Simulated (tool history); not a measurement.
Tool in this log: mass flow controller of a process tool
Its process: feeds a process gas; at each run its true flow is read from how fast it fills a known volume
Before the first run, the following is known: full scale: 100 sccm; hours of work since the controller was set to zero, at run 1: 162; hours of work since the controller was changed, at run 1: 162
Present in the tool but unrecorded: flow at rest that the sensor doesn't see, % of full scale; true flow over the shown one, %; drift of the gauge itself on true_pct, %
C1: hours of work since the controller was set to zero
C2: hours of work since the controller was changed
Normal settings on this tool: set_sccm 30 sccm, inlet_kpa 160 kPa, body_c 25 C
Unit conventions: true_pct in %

Run 1, day 0: usual settings; C1 162; C2 162. Result: true_pct 99.85 %.
Run 2, day 5.254: usual settings but set_sccm 69 sccm; C1 259; C2 259. Result: true_pct 100.2 %.
Run 3, day 10.262: usual settings but set_sccm 25 sccm; C1 352; C2 352. Result: true_pct 99.9 %.
Run 4, day 14.738: usual settings but set_sccm 25 sccm, inlet_kpa 157 kPa; C1 435; C2 435. Result: true_pct 99.68 %.
Run 5, day 21.642: usual settings but set_sccm 25 sccm, inlet_kpa 157 kPa; C1 564; C2 564. Result: true_pct 99.81 %.
Run 6, day 29.492: usual settings but set_sccm 25 sccm, inlet_kpa 157 kPa; C1 709; C2 709. Result: true_pct 99.84 %.
Run 7, day 38.575: usual settings; C1 878; C2 878. Result: true_pct 100.04 %.
Run 8, day 43.408: usual settings; C1 968; C2 968. Result: true_pct 99.85 %.
Run 9, day 49.779: usual settings; C1 1086; C2 1086. Result: true_pct 99.86 %.
Run 10, day 54.154: usual settings; C1 1167; C2 1167. Result: true_pct 99.73 %.
Run 11, day 60.408: usual settings; C1 1284; C2 1284. Result: true_pct 99.84 %.
Run 12, day 68.679: usual settings but set_sccm 29 sccm; C1 1437; C2 1437. Result: true_pct 99.85 %.
Run 13, day 77.538: usual settings but set_sccm 29 sccm; C1 1602; C2 1602. Result: true_pct 99.78 %.
Run 14, day 85.296: usual settings but inlet_kpa 176 kPa, body_c 22 C; C1 1746; C2 1746. Result: true_pct 99.49 %.
Run 15, day 89.671: usual settings but inlet_kpa 164 kPa, body_c 27 C; C1 1827; C2 1827. Result: true_pct 100.07 %.
Run 16, day 95.604: usual settings but set_sccm 36 sccm, inlet_kpa 163 kPa, body_c 37 C; C1 1937; C2 1937. Result: true_pct 101 %.
Run 17, day 101.838: usual settings but set_sccm 61 sccm, body_c 31 C; C1 2053; C2 2053. Result: true_pct 100.61 %.
Run 18, day 110.504: usual settings but set_sccm 35 sccm, inlet_kpa 199 kPa, body_c 32 C; C1 2214; C2 2214. Result: true_pct 100.29 %.
Run 19, day 118.992: usual settings but set_sccm 10 sccm, inlet_kpa 199 kPa, body_c 22 C; C1 2372; C2 2372. Result: true_pct 99.16 %.
Run 20, day 123.904: usual settings but set_sccm 10 sccm, inlet_kpa 190 kPa, body_c 30 C; C1 2463; C2 2463. Result: true_pct 99.92 %.
Run 21, day 132.242: usual settings but set_sccm 28 sccm, inlet_kpa 159 kPa, body_c 26 C; C1 2618; C2 2618. Result: true_pct 99.95 %.
Run 22, day 137.162: usual settings but set_sccm 24 sccm; C1 2709; C2 2709. Result: true_pct 99.69 %.
Run 23, day 143.708: usual settings but set_sccm 24 sccm, body_c 22 C; C1 2831; C2 2831. Result: true_pct 99.51 %.
Run 24, day 148.733: usual settings but set_sccm 24 sccm, body_c 22 C; C1 2924; C2 2924. Result: true_pct 99.51 %.

Forecast each of these 3 alternatives for the next run:
Run A, day 152.921: usual settings but set_sccm 13 sccm, body_c 22 C; C1 3002; C2 3002. Result: true_pct ?.
Run B, day 152.921: usual settings but set_sccm 31 sccm, inlet_kpa 157 kPa, body_c 36 C; C1 3002; C2 3002. Result: true_pct ?.
Run C, day 152.921: usual settings but set_sccm 15 sccm, inlet_kpa 192 kPa, body_c 33 C; C1 3002; C2 3002. Result: true_pct ?.

run  true_pct
  A     99.31
  B    100.85
  C     100.4
With the hidden condition removed and each run's random variation left untouched, the same runs would have given:
run  true_pct
  A     99.33
  B    100.86
  C    100.41
